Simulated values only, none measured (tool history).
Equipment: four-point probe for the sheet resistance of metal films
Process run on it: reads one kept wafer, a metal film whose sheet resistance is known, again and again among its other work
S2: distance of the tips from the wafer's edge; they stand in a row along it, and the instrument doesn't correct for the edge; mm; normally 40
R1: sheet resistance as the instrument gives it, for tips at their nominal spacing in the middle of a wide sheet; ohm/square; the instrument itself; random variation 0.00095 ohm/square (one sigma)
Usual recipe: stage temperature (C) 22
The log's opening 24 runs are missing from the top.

Run 25, hour 443.3: usual settings but S2 7 mm. Result: R1 4.767698 ohm/square.
Run 26, hour 463.6: usual settings but S2 7 mm. Result: R1 4.770050 ohm/square.
Run 27, hour 486.8: usual settings but S2 7 mm. Result: R1 4.769312 ohm/square.
Run 28, hour 505.7: usual settings but stage temperature (C) 20, S2 5 mm. Result: R1 4.788643 ohm/square.
Run 29, hour 522.9: usual settings but stage temperature (C) 20, S2 5 mm. Result: R1 4.785939 ohm/square.
Run 30, hour 536.3: usual settings but stage temperature (C) 23, S2 3 mm. Result: R1 4.822882 ohm/square.
Run 31, hour 547.3: usual settings but stage temperature (C) 23, S2 3 mm. Result: R1 4.823902 ohm/square.
Run 32, hour 563.2: usual settings but stage temperature (C) 18, S2 6 mm. Result: R1 4.787973 ohm/square.
Run 33, hour 589.0: usual settings but S2 15 mm. Result: R1 4.759457 ohm/square.
Run 34, hour 602.0: usual settings but stage temperature (C) 21, S2 68 mm. Result: R1 4.759930 ohm/square.

Predict the results of run 35:
Run 35, hour 616.8: usual settings but stage temperature (C) 23, S2 4 mm. Result: R1 ?.

Run 35 measured R1 4.795604 ohm/square.
If the tool had no hidden condition, the same run with the same run-to-run variation would have returned R1 4.795872 ohm/square.
